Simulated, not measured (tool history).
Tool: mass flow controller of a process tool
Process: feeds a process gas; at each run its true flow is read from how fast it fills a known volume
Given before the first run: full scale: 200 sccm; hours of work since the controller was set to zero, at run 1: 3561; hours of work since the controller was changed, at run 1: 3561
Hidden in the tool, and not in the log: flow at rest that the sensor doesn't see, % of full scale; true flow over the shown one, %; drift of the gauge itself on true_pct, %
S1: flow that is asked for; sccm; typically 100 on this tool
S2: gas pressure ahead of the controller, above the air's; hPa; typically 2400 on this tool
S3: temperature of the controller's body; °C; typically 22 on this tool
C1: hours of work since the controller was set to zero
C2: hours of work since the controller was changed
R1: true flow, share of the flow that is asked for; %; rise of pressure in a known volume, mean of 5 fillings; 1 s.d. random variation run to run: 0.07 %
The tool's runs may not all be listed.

run    hour   S1    S2  S3    C1    C2      R1
  1       0  100  2400  22  3561  3561  101.23
  2   169.4  100  2400  22  3682  3682  101.29
  3   374.9  100  2400  22  3828  3828  101.21
  4   508.2  100  2400  22  3923  3923  101.38
  5   706.9  100  2400  22  4064  4064  101.53
  6   808.8  100  2400  22  4137  4137  101.36
  7   964.4  100  2400  22  4247  4247   101.7
  8  1089.1  100  2400  30  4336  4336  101.93
  9  1217.7  100  2400  30  4428  4428  101.97
 10  1365.4   20  2400  22  4533  4533  110.47
 11  1547.7   20  2400  22  4662  4662  110.79
 12  1737.8  100  2620  22  4797  4797   102.1
 13  1907.8  100  2330  22  4918  4918  101.92
 14  1997.2  100  2330  22  4982  4982  102.03
 15  2085.1  100  2330  22  5045  5045  102.07
 16  2171.3  100  2330  28  5106  5106  102.17
 17  2310.2  100  2400  22  5205  5205  102.14
     2439.6  -- controller's zero set anew
 18  2457.6  100  2400  22    13  5309  103.63
 19  2611.4  100  2400  22   122  5419  103.84
 20    2704   57  2400  22   188  5484  106.64
 21  2910.6   57  2400  38   335  5631  107.04
 22  3099.8   39  2400  22   470  5766  110.17
 23  3310.2   39  2400  22   619  5916  110.39
 24  3483.3  100  2400  22   742  6039  104.23
 25  3606.9  100  2400  22   830  6127  104.21
     3705.3  -- controller's zero set anew, once more
 26  3809.1  100  1570  22    74  6270   99.42
 27  3894.1  100  1570  22   134  6331   99.55
 28  4080.1  191  1500  21   267  6463  100.62
 29  4168.7  191  1500  21   330  6526  100.68
 30  4288.4   37  1810  30   415  6611   99.59
 31  4495.4  136  1430  30   562  6758  100.21
 32  4606.8  116  2300  32   641  6837   100.4
 33  4708.7  100  2400  24   714  6910  100.11
 34  4855.9  100  2400  24   818  7015  100.11
 35  5031.2   56  2250  21   943  7139   99.86
 36  5199.2   60  2000  34  1063  7259  100.32
 37  5303.5   60  2000  34  1137  7333  100.35
 38  5493.1   24  2000  34  1272  7468  101.89
 39    5659   24  2000  34  1390  7586  102.09
 40  5815.8   24  2000  34  1501  7697  102.27
 41  5921.5  100  1510  34  1576  7773  100.56
 42  6071.6   77  1940  37  1683  7879  100.87
 43  6164.8  100  2260  24  1749  7946  100.62
 44  6314.7   38  2330  30  1856  8052   101.8
 45  6431.6   38  2330  30  1939  8135  101.81
 46  6523.8   38  2330  30  2005  8201  101.98
 47  6613.7   38  2330  30  2069  8265  102.02
 48  6710.7   38  2330  30  2138  8334  102.16

A few steps of R1 between consecutive runs. Split each: what settings, incoming material and random variation would produce without the hidden state, and what is left over for the hidden state, along with gauge scatter present in only one of the two compared results (measured, and without hidden state):
Run 9 -> 10: S1 100 -> 20, S3 30 -> 22. R1 +8.5 %: hidden state +9.85, all else -1.35.
Run 11 -> 12: S1 20 -> 100, S2 2400 -> 2620. R1 -8.69 %: hidden state -9.98, all else +1.29.
Run 23 -> 24: S1 39 -> 100. R1 -6.16 %: hidden state -7.1, all else +0.94.

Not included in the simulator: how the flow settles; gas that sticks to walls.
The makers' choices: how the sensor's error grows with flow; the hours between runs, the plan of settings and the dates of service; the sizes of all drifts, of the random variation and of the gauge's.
